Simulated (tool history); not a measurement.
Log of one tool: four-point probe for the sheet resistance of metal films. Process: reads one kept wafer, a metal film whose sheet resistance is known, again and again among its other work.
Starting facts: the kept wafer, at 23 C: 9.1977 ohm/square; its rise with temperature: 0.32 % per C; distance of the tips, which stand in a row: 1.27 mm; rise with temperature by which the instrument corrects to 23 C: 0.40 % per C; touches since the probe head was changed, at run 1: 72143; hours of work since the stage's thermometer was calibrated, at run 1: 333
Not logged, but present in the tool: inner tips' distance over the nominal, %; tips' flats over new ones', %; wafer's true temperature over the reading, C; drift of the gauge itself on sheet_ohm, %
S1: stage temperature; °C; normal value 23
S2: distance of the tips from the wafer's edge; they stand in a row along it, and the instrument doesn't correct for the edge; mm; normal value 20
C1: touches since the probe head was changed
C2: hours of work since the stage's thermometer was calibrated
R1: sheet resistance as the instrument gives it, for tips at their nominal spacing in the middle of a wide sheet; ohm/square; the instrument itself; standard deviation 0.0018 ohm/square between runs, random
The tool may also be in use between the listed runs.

| run | day | S1 | S2 | C1 | C2 | R1 |
|---|---|---|---|---|---|---|
| 1 | 0.000 | 23 | 20 | 72143 | 333 | 9.287869 |
| 2 | 0.362 | 23 | 36 | 72440 | 338 | 9.272123 |
| 3 | 0.700 | 23 | 36 | 72716 | 342 | 9.275153 |
| 4 | 1.192 | 23 | 20 | 73121 | 349 | 9.289063 |
| 5 | 1.450 | 23 | 6 | 73330 | 352 | 9.486942 |
| 6 | 2.062 | 23 | 6 | 73832 | 361 | 9.486825 |
| 7 | 2.408 | 23 | 6 | 74116 | 365 | 9.485897 |
| 8 | 2.871 | 23 | 6 | 74494 | 372 | 9.488506 |
|  | 2.929 | stage's thermometer calibrated |
| 9 | 3.400 | 23 | 6 | 74911 | 6 | 9.487900 |
| 10 | 3.892 | 23 | 72 | 75315 | 13 | 9.272195 |
| 11 | 4.429 | 23 | 72 | 75756 | 20 | 9.270104 |
| 12 | 4.767 | 25 | 20 | 76032 | 25 | 9.273807 |
|  | 5.008 | stage's thermometer calibrated, once more |
| 13 | 5.238 | 25 | 20 | 76401 | 3 | 9.278325 |
| 14 | 5.667 | 20 | 11 | 76751 | 9 | 9.360926 |
| 15 | 6.292 | 20 | 11 | 77264 | 17 | 9.360551 |
| 16 | 6.725 | 20 | 11 | 77620 | 23 | 9.363597 |
| 17 | 7.208 | 21 | 39 | 78017 | 30 | 9.295463 |
| 18 | 7.658 | 18 | 58 | 78384 | 36 | 9.315257 |
| 19 | 8.275 | 18 | 58 | 78889 | 44 | 9.314820 |

Each row is a separate what-if for the run after 19, all from the same tool condition, not one after another. Results?
| A | 8.900 | 23 | 16 | 79400 | 53 | ? |
| B | 8.900 | 18 | 26 | 79400 | 53 | ? |
| C | 8.900 | 27 | 30 | 79400 | 53 | ? |
| D | 8.900 | 18 | 27 | 79400 | 53 | ? |

| run | R1 |
|---|---|
| A | 9.308473 |
| B | 9.328299 |
| C | 9.255276 |
| D | 9.326868 |
Stripped of hidden state, with their random variation kept, the same runs would have yielded:
| run | R1 |
|---|---|
| A | 9.229836 |
| B | 9.249475 |
| C | 9.177078 |
| D | 9.248056 |
